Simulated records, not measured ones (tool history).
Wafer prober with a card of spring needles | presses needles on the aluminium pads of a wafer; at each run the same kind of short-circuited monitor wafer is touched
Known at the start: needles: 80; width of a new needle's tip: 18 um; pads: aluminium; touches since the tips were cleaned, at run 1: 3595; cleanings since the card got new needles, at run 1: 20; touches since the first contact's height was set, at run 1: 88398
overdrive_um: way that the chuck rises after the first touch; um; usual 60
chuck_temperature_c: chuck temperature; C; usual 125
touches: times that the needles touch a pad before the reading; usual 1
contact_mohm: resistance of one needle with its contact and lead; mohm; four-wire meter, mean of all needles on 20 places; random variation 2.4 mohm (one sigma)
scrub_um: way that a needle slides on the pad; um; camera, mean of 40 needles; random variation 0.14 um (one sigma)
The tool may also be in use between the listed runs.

run,day,overdrive_um,chuck_temperature_c,touches,touches since the tips were cleaned,cleanings since the card got new needles,touches since the first contact's height was set,contact_mohm,scrub_um
1,0,60,125,1,3595,20,88398,372,10.74
# day 0.05: tips cleaned on abrasive film
# day 0.375: tips cleaned on abrasive film
2,0.442,60,125,1,817,22,93792,316,10.84
# day 0.7: tips cleaned on abrasive film
3,0.762,60,27,1,783,23,97764,296,10.85
# day 1.017: tips cleaned on abrasive film
4,1.292,80,125,1,3422,24,104326,333,14.84
# day 1.342: tips cleaned on abrasive film
# day 1.667: tips cleaned on abrasive film
5,1.804,60,125,1,1682,26,110600,344,10.89
# day 1.983: tips cleaned on abrasive film
6,2.092,47,125,1,1339,27,114175,390,8.48
# day 2.3: tips cleaned on abrasive film
7,2.571,49,125,1,3369,28,120077,437,8.7
# day 2.65: tips cleaned on abrasive film
8,2.938,60,125,1,3571,29,124629,380,10.77
# day 2.988: tips cleaned on abrasive film
9,3.292,60,125,1,3821,30,129009,387,11.08
# day 3.338: tips cleaned on abrasive film
# day 3.654: tips cleaned on abrasive film
10,3.817,60,125,2,2026,32,135464,323,10.78
# day 3.979: tips cleaned on abrasive film
11,4.217,75,125,2,2957,33,140397,312,13.66
# day 4.321: tips cleaned on abrasive film
12,4.471,60,53,1,1824,34,143496,352,10.71
# day 4.642: tips cleaned on abrasive film
13,4.746,60,53,1,1316,35,146917,334,10.66
# day 4.958: tips cleaned on abrasive film
14,5.162,60,125,1,2528,36,152038,374,10.63
# day 5.292: tips cleaned on abrasive film
# day 5.617: tips cleaned on abrasive film
15,5.617,60,125,1,0,38,157632,289,10.69
# day 5.962: tips cleaned on abrasive film
16,6.008,60,125,1,573,39,162456,312,10.5
# day 6.275: tips cleaned on abrasive film
17,6.375,60,125,1,1258,40,167004,339,10.67
# day 6.425: height of the first contact set anew
# day 6.608: tips cleaned on abrasive film
18,6.617,60,125,1,90,41,2362,287,10.52
19,6.879,40,39,2,3361,41,5633,448,6.87
# day 6.929: tips cleaned on abrasive film
# day 7.258: tips cleaned on abrasive film
20,7.321,69,48,3,797,43,11046,268,12.14
21,7.55,56,125,1,3684,43,13933,410,9.77
# day 7.6: tips cleaned on abrasive film
# day 7.933: tips cleaned on abrasive film
22,7.946,51,125,2,178,45,18751,302,8.78
# day 8.25: tips cleaned on abrasive film
# day 8.325: height of the first contact set anew, once more
23,8.467,71,27,1,2546,46,1772,324,13.55
# day 8.604: tips cleaned on abrasive film
24,8.708,60,125,1,1311,47,4742,330,11.37
# day 8.929: tips cleaned on abrasive film
25,9.196,62,76,1,3345,48,10781,368,11.71
# day 9.271: tips cleaned on abrasive film
# day 9.604: tips cleaned on abrasive film
26,9.721,62,76,1,1455,50,17228,327,11.51
# day 9.938: tips cleaned on abrasive film
27,10.092,76,41,1,1925,51,21828,311,14.11
# day 10.271: tips cleaned on abrasive film
28,10.433,48,40,1,2013,52,26026,399,8.97
# day 10.583: tips cleaned on abrasive film
29,10.771,48,40,1,2318,53,30192,417,8.97
# day 10.917: tips cleaned on abrasive film
30,11.008,48,40,1,1113,54,33098,357,8.57
# day 11.229: tips cleaned on abrasive film
31,11.333,50,40,2,1276,55,37114,311,9.42

Forecast each of these 5 alternatives for the next run:
# day 11.567: tips cleaned on abrasive film
A,11.738,60,92,1,2147,56,42138,?,?
# day 11.567: tips cleaned on abrasive film
B,11.738,50,28,2,2147,56,42138,?,?
# day 11.567: tips cleaned on abrasive film
C,11.738,43,83,2,2147,56,42138,?,?
# day 11.567: tips cleaned on abrasive film
D,11.738,50,40,1,2147,56,42138,?,?
# day 11.567: tips cleaned on abrasive film
E,11.738,63,125,1,2147,56,42138,?,?

run,contact_mohm,scrub_um
A,354,11.39
B,336,9.3
C,373,8.03
D,394,9.33
E,350,11.5
Without the tool's hidden state the same runs would have given:
run,contact_mohm,scrub_um
A,265,11.58
B,252,9.49
C,270,8.23
D,257,9.52
E,273,11.69

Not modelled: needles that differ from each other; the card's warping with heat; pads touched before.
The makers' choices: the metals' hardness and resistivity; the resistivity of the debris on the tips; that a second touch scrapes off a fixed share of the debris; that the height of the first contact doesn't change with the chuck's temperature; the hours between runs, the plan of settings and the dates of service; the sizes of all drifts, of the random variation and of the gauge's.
